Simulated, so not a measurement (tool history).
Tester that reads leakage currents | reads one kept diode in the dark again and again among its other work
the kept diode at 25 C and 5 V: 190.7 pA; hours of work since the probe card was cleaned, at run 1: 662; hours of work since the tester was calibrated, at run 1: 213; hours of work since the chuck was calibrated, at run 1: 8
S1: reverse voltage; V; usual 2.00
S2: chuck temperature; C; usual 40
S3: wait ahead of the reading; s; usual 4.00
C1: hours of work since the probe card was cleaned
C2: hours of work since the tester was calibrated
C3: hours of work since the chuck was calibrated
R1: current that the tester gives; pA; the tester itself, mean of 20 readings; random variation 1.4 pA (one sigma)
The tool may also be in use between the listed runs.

run	hour	S1	S2	S3	C1	C2	C3	R1
1	0.0	2.00	40	4.00	662	213	8	452.54
2	29.2	2.00	40	4.00	678	229	23	449.55
3	48.7	2.00	40	4.00	688	239	34	450.04
4	82.7	5.02	40	4.00	706	257	52	658.36
5	111.0	5.02	40	4.00	721	272	67	661.48
6	130.0	2.00	40	4.00	731	282	77	451.67
7	163.7	2.00	40	4.00	749	300	95	451.35
8	187.6	2.00	40	4.00	762	313	107	451.45
9	218.4	3.10	40	4.00	778	329	124	540.29
10	253.3	3.10	40	4.00	797	348	142	541.24
11	281.4	5.48	40	4.00	812	363	157	683.64
12	309.7	2.00	48	4.00	827	378	172	837.82
13	343.4	2.00	48	4.00	844	396	190	839.11
14	375.6	2.00	40	4.00	862	413	207	452.31
15	403.9	1.47	40	4.00	877	428	222	398.81
16	427.3	1.47	40	4.00	889	440	235	399.63
17	445.9	2.00	40	0.40	899	450	245	454.86
18	463.1	3.60	40	4.00	908	459	254	576.08
19	496.5	3.60	40	4.00	926	477	271	577.36
20	521.0	3.60	40	4.00	939	490	284	576.38
21	550.9	13.63	24	9.78	955	506	300	267.21
22	574.0	4.66	20	4.00	967	518	313	119.68
23	608.9	4.66	20	4.00	985	536	331	119.43
24	624.3	4.66	20	4.00	994	545	339	119.80
25	651.6	12.10	59	4.00	1008	559	354	3924.19
26	686.4	12.10	59	4.00	1026	578	372	3915.57
27	705.6	12.02	40	4.00	1037	588	382	955.32
28	727.8	12.02	42	1.27	1049	600	394	1108.88
29	748.6	1.33	33	1.19	1060	611	405	219.29
30	779.2	2.59	41	1.19	1076	627	422	549.48
31	805.7	2.00	40	1.86	1090	641	436	456.23
32	836.6	2.00	35	1.45	1106	657	452	304.11
33	866.6	2.00	23	0.48	1122	673	468	110.78
34	901.2	2.00	23	0.48	1141	692	486	110.09
35	925.0	17.09	45	2.11	1153	704	499	1628.08
36	940.0	11.25	51	5.38	1161	712	507	2140.98
37	975.1	2.00	20	0.70	1180	731	525	84.41
38	1009.9	2.18	45	4.07	1198	749	544	696.61
39	1031.3	2.18	45	4.07	1210	761	555	699.25

Measured less the same run without the tool's hidden state. The same run-to-run variation is in both; the gauge's scatter may not be:
The hidden state here: stray current of the dirty probe card, pA a volt; current scale over the true one, %; true chuck temperature over the reading, C; drift of the gauge itself on leakage_pa, %.
run	R1
1	-4.18
2	-4.02
3	-3.93
4	-5.15
5	-4.98
6	-3.56
7	-3.40
8	-3.29
9	-3.61
10	-3.40
11	-3.78
12	-5.12
13	-4.87
14	-2.38
15	-2.02
16	-1.93
17	-2.04
18	-2.23
19	-2.02
20	-1.88
21	+1.96
22	+0.57
23	+0.64
24	+0.67
25	-9.97
26	-8.81
27	+0.31
28	+0.12
29	-0.17
30	-0.46
31	-0.30
32	+0.10
33	+0.44
34	+0.49
35	+3.71
36	+1.81
37	+0.61
38	+0.76
39	+0.93
